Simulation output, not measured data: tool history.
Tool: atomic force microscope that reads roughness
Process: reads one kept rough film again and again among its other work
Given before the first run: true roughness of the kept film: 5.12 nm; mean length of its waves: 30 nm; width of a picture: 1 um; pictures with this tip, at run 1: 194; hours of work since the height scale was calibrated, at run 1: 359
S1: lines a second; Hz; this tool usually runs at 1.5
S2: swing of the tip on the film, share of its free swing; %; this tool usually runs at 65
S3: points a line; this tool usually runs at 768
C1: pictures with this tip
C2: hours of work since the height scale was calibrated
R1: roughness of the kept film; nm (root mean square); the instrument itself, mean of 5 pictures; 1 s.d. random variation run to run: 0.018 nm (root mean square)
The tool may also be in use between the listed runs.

Run 1, hour 0: usual settings; C1 194; C2 359. Result: R1 3.351 nm (root mean square).
At hour 6.8: new tip fitted.
Run 2, hour 23.5: usual settings; C1 37; C2 377. Result: R1 4.177 nm (root mean square).
Run 3, hour 57.9: usual settings; C1 114; C2 404. Result: R1 3.771 nm (root mean square).
Run 4, hour 93.6: usual settings; C1 193; C2 432. Result: R1 3.432 nm (root mean square).
At hour 101.4: new tip fitted.
Run 5, hour 112.4: usual settings; C1 24; C2 446. Result: R1 4.272 nm (root mean square).
Run 6, hour 131.4: usual settings; C1 66; C2 461. Result: R1 4.034 nm (root mean square).
Run 7, hour 156.5: usual settings but S3 313; C1 122; C2 481. Result: R1 3.73 nm (root mean square).
Run 8, hour 187.7: usual settings but S2 87 %; C1 191; C2 505. Result: R1 3.201 nm (root mean square).
At hour 196.3: new tip fitted.
Run 9, hour 203.3: usual settings but S2 87 %; C1 16; C2 517. Result: R1 3.987 nm (root mean square).
Run 10, hour 231.5: usual settings but S2 87 %; C1 78; C2 539. Result: R1 3.668 nm (root mean square).
Run 11, hour 262.7: usual settings but S2 87 %; C1 147; C2 564. Result: R1 3.329 nm (root mean square).
Run 12, hour 288.3: usual settings but S2 87 %; C1 204; C2 584. Result: R1 3.132 nm (root mean square).
At hour 291.1: new tip fitted.
Run 13, hour 308.5: usual settings but S2 87 %; C1 39; C2 599. Result: R1 3.864 nm (root mean square).
Run 14, hour 330.3: usual settings; C1 87; C2 616. Result: R1 3.956 nm (root mean square).
Run 15, hour 361.1: usual settings but S2 74 %; C1 155; C2 640. Result: R1 3.5 nm (root mean square).
At hour 364: height scale calibrated on a step standard.
At hour 385.9: new tip fitted.
Run 16, hour 385.9: usual settings but S2 74 %; C1 0; C2 17. Result: R1 4.354 nm (root mean square).
Run 17, hour 406: usual settings but S3 324; C1 44; C2 32. Result: R1 4.185 nm (root mean square).
Run 18, hour 426.5: usual settings; C1 90; C2 48. Result: R1 3.988 nm (root mean square).
Run 19, hour 458.8: usual settings; C1 162; C2 74. Result: R1 3.674 nm (root mean square).
At hour 480.1: new tip fitted.
Run 20, hour 491.1: usual settings; C1 24; C2 99. Result: R1 4.308 nm (root mean square).
Run 21, hour 512.6: usual settings; C1 72; C2 115. Result: R1 4.034 nm (root mean square).
Run 22, hour 540.8: usual settings but S1 1.84 Hz; C1 134; C2 138. Result: R1 3.735 nm (root mean square).
At hour 559.4: height scale calibrated on a step standard, once more.
Run 23, hour 569.1: usual settings; C1 195; C2 8. Result: R1 3.434 nm (root mean square).
At hour 576.9: new tip fitted.
Run 24, hour 596.3: usual settings; C1 43; C2 28. Result: R1 4.12 nm (root mean square).
Run 25, hour 616.3: usual settings but S2 72 %; C1 87; C2 44. Result: R1 3.77 nm (root mean square).
Run 26, hour 635.5: usual settings but S2 72 %; C1 130; C2 59. Result: R1 3.607 nm (root mean square).
Run 27, hour 667.4: usual settings but S2 72 %; C1 201; C2 84. Result: R1 3.31 nm (root mean square).
At hour 672.3: new tip fitted.
Run 28, hour 692.8: usual settings but S1 0.72 Hz, S2 72 %; C1 46; C2 104. Result: R1 4.174 nm (root mean square).
Run 29, hour 719.8: usual settings but S1 0.72 Hz, S2 72 %; C1 106; C2 125. Result: R1 3.846 nm (root mean square).
Run 30, hour 741.3: usual settings but S2 61 %; C1 153; C2 142. Result: R1 3.655 nm (root mean square).
At hour 767.5: new tip fitted.
Run 31, hour 775.5: usual settings but S2 61 %; C1 18; C2 168. Result: R1 4.324 nm (root mean square).
Run 32, hour 795.6: usual settings but S2 61 %; C1 62; C2 184. Result: R1 4.134 nm (root mean square).
Run 33, hour 826.1: usual settings but S2 61 %; C1 130; C2 208. Result: R1 3.758 nm (root mean square).
Run 34, hour 842.6: usual settings but S1 0.88 Hz, S3 402; C1 167; C2 220. Result: R1 3.591 nm (root mean square).
At hour 862.4: new tip fitted.
Run 35, hour 874.4: usual settings but S2 68 %; C1 27; C2 245. Result: R1 4.214 nm (root mean square).
Run 36, hour 910: usual settings but S1 1.76 Hz, S2 68 %; C1 106; C2 273. Result: R1 3.751 nm (root mean square).
Run 37, hour 932.1: usual settings but S1 1.31 Hz, S2 56 %, S3 306; C1 155; C2 290. Result: R1 3.666 nm (root mean square).
At hour 956.9: new tip fitted.
Run 38, hour 959: usual settings but S1 1.31 Hz, S2 56 %, S3 306; C1 4; C2 311. Result: R1 4.442 nm (root mean square).
Run 39, hour 995.4: usual settings but S1 0.68 Hz, S2 69 %, S3 307; C1 85; C2 339. Result: R1 3.983 nm (root mean square).
Run 40, hour 1022.8: usual settings but S1 2.21 Hz, S2 81 %, S3 528; C1 146; C2 361. Result: R1 3.3 nm (root mean square).
Run 41, hour 1038.1: usual settings but S1 2.11 Hz, S2 89 %, S3 333; C1 180; C2 373. Result: R1 3.001 nm (root mean square).
At hour 1052.2: new tip fitted.
Run 42, hour 1062.3: usual settings but S1 2.06 Hz, S2 89 %, S3 280; C1 22; C2 391. Result: R1 3.658 nm (root mean square).
Run 43, hour 1093.6: usual settings but S1 1.77 Hz; C1 92; C2 416. Result: R1 3.897 nm (root mean square).
Run 44, hour 1129.3: usual settings but S1 2.09 Hz, S2 68 %, S3 773; C1 171; C2 444. Result: R1 3.501 nm (root mean square).
At hour 1146.4: new tip fitted.
Run 45, hour 1155.7: usual settings but S1 2.09 Hz, S2 68 %, S3 773; C1 20; C2 464. Result: R1 4.176 nm (root mean square).
Run 46, hour 1182.4: usual settings but S1 2.09 Hz, S2 68 %, S3 773; C1 79; C2 485. Result: R1 3.897 nm (root mean square).
Run 47, hour 1205.8: usual settings but S1 2.09 Hz, S2 68 %, S3 773; C1 131; C2 503. Result: R1 3.672 nm (root mean square).
Run 48, hour 1238.9: usual settings but S2 90 %; C1 205; C2 529. Result: R1 3.085 nm (root mean square).
At hour 1242.2: new tip fitted.
Run 49, hour 1264.5: usual settings but S2 90 %; C1 49; C2 549. Result: R1 3.749 nm (root mean square).
Run 50, hour 1299.1: usual settings but S2 90 %; C1 126; C2 576. Result: R1 3.399 nm (root mean square).
Run 51, hour 1328.2: usual settings but S3 380; C1 190; C2 598. Result: R1 3.488 nm (root mean square).

Each run again, without the hidden state but with its own random variation kept:
Hidden conditions of the tool in this case: radius of the tip, nm; height scale over the true one, %; drift of the gauge itself on roughness_nm, %.
run     R1
  1  4.407
  2   4.39
  3  4.381
  4  4.393
  5  4.397
  6  4.404
  7  4.361
  8  4.037
  9  4.066
 10  4.062
 11  4.026
 12  4.035
 13  4.045
 14  4.429
 15  4.265
 16  4.297
 17  4.374
 18  4.419
 19  4.431
 20  4.403
 21   4.41
 22  4.388
 23  4.411
 24   4.42
 25  4.292
 26  4.327
 27  4.297
 28  4.453
 29  4.431
 30  4.429
 31  4.428
 32  4.481
 33  4.451
 34  4.447
 35  4.383
 36  4.326
 37  4.476
 38  4.447
 39  4.446
 40  3.974
 41   3.76
 42  3.756
 43  4.371
 44   4.31
 45  4.283
 46  4.309
 47  4.314
 48  3.947
 49  3.963
 50  3.965
 51  4.392
